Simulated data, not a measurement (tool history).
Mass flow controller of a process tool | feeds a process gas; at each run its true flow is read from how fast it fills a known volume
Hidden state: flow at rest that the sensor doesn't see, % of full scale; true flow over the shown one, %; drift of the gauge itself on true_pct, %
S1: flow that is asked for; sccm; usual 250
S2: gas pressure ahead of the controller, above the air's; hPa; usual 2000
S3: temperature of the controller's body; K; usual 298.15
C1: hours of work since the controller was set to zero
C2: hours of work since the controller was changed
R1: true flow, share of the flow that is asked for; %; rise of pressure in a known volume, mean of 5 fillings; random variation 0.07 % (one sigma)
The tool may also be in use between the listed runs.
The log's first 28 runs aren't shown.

run    hour   S1    S2      S3    C1    C2      R1
 29  2605.2   60  1950  310.15   997   997   99.45
 30  2714.4  211  1420  310.15  1036  1036   99.79
 31  2786.4  211  1420  310.15  1061  1061  100.06
 32  2874.5   95  1520  304.15  1092  1092   99.04
 33  2971.4   95  1520  304.15  1126  1126   99.14
 34  3045.6   95  1520  304.15  1153  1153   99.08
 35  3114.6   94  1470  297.15  1177  1177   98.37
 36  3238.6  122  2000  301.15  1221  1221   99.24
 37    3360  122  2000  301.15  1264  1264   99.19
 38  3488.9  122  2000  296.15  1309  1309   98.92
 39  3590.2  122  2000  296.15  1345  1345   98.98
 40  3651.6  122  1990  299.15  1367  1367   99.06
 41  3757.4  215  1430  305.15  1404  1404   99.74
 42  3880.9  215  1430  305.15  1448  1448   99.62
       3901  -- gauge calibrated
 43  3984.5  215  1430  305.15  1485  1485   98.98
 44  4043.4  173  1770  296.15  1505  1505   98.27
 45  4152.1  173  1770  296.15  1544  1544    98.4
 46  4235.6  377  2790  311.15  1573  1573   101.1
 47  4313.5  250  2000  301.15  1601  1601    99.3
 48  4375.7  250  2000  301.15  1623  1623   99.18

Forecast each of these 3 alternatives for the next run:
  A  4477  113  1950  301.15  1659  1659   ?
  B  4477  187  2000  298.15  1659  1659   ?
  C  4477   88  2000  309.15  1659  1659   ?

run     R1
  A  98.57
  B  98.74
  C  99.12
Without the tool's hidden state the same runs would have given:
run     R1
  A  98.45
  B  98.62
  C     99
